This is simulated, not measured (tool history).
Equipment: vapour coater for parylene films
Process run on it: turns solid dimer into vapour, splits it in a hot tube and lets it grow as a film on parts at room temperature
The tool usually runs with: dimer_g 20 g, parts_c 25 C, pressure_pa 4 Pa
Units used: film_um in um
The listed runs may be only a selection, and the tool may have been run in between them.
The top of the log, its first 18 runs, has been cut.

run	hour	dimer_g	parts_c	pressure_pa	film_um
19	1163.1	25	21	2.54	10.25
# hour 1184.9: trap's valve overhauled
20	1221.2	19	35	2.54	4.47
21	1273.5	19	35	2.54	4.47
22	1342.8	19	35	2.54	4.42
23	1409.9	19	30	3.47	5.41
24	1461.9	19	30	3.47	5.17
25	1535.2	11	19	3.47	4.6
# hour 1577.9: trap's valve overhauled
26	1624.2	29	25	6.59	9.89
27	1676.2	29	25	6.59	9.83
# hour 1688.5: table's thermometer calibrated
28	1745.3	29	25	6.59	9.07
29	1814.8	30	17	2.62	13.14
30	1868.5	20	26	4	6.07
31	1926.4	18	23	4	6.16
32	1963.4	18	23	4	6.21
# hour 1973: trap's valve overhauled
33	2043.8	23	25	5.02	7.48

Here are 3 independent what-if runs from the current tool condition. What would each one return?
A	2082.7	14	25	4	?
B	2082.7	11	25	5.02	?
C	2082.7	16	19	5.02	?

run	film_um
A	4.68
B	3.57
C	6.81
With the hidden condition removed and each run's random variation left untouched, the same runs would have given:
run	film_um
A	4.75
B	3.62
C	6.91
